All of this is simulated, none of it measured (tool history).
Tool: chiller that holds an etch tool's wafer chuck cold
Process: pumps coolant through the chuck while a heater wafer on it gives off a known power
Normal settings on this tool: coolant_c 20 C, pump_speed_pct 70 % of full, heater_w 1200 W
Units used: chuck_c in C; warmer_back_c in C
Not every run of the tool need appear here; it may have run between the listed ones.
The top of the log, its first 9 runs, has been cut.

| run | day | coolant_c | pump_speed_pct | heater_w | hours since the coolant was changed and the channels were flushed | hours since the pump was overhauled | hours since the chiller's thermometer was calibrated | chuck_c | warmer_back_c |
|---|---|---|---|---|---|---|---|---|---|
| 10 | 47.250 | 20 | 78 | 1200 | 3687 | 1322 | 706 | 29.4 | 2.71 |
| 11 | 54.200 | 20 | 78 | 1200 | 3854 | 1489 | 873 | 29.7 | 2.70 |
| 12 | 59.021 | 20 | 73 | 1200 | 3970 | 1605 | 988 | 30.2 | 2.93 |
| 13 | 62.254 | 24 | 73 | 1200 | 4047 | 1682 | 1066 | 34.2 | 2.96 |
| 14 | 65.488 | 22 | 70 | 1200 | 4125 | 1760 | 1144 | 32.9 | 3.06 |
| 15 | 70.746 | 22 | 70 | 1200 | 4251 | 1886 | 1270 | 33.0 | 3.03 |
| 16 | 77.617 | 22 | 70 | 1200 | 4416 | 2051 | 1435 | 33.0 | 3.13 |
| 17 | 84.208 | 22 | 70 | 1200 | 4574 | 2209 | 1593 | 33.0 | 3.15 |
| 18 | 90.617 | 20 | 65 | 1665 | 4728 | 2363 | 1747 | 36.4 | 4.71 |
| 19 | 94.054 | 20 | 89 | 1200 | 4811 | 2446 | 1829 | 29.2 | 2.43 |
|  | 100.271 | coolant changed, channels flushed |
| 20 | 100.562 | 20 | 64 | 1200 | 7 | 2596 | 1979 | 30.7 | 3.47 |
| 21 | 103.946 | 20 | 78 | 1200 | 88 | 2677 | 2061 | 29.1 | 2.80 |
| 22 | 109.062 | 20 | 78 | 1200 | 211 | 2800 | 2183 | 29.0 | 2.88 |
| 23 | 114.158 | 29 | 78 | 644 | 333 | 2922 | 2306 | 34.3 | 1.55 |
| 24 | 120.071 | 30 | 95 | 1714 | 475 | 3064 | 2448 | 41.1 | 3.35 |
| 25 | 124.067 | 30 | 95 | 1714 | 571 | 3160 | 2544 | 41.0 | 3.34 |

Expected results for the next run?
| 26 | 131.433 | 20 | 60 | 747 | 748 | 3337 | 2720 | ? | ? |

{"run 26": {"chuck_c": 27.8, "warmer_back_c": 2.36}}
With no hidden state in the tool, this same run would have given chuck_c 26.4 C, warmer_back_c 2.14 C.

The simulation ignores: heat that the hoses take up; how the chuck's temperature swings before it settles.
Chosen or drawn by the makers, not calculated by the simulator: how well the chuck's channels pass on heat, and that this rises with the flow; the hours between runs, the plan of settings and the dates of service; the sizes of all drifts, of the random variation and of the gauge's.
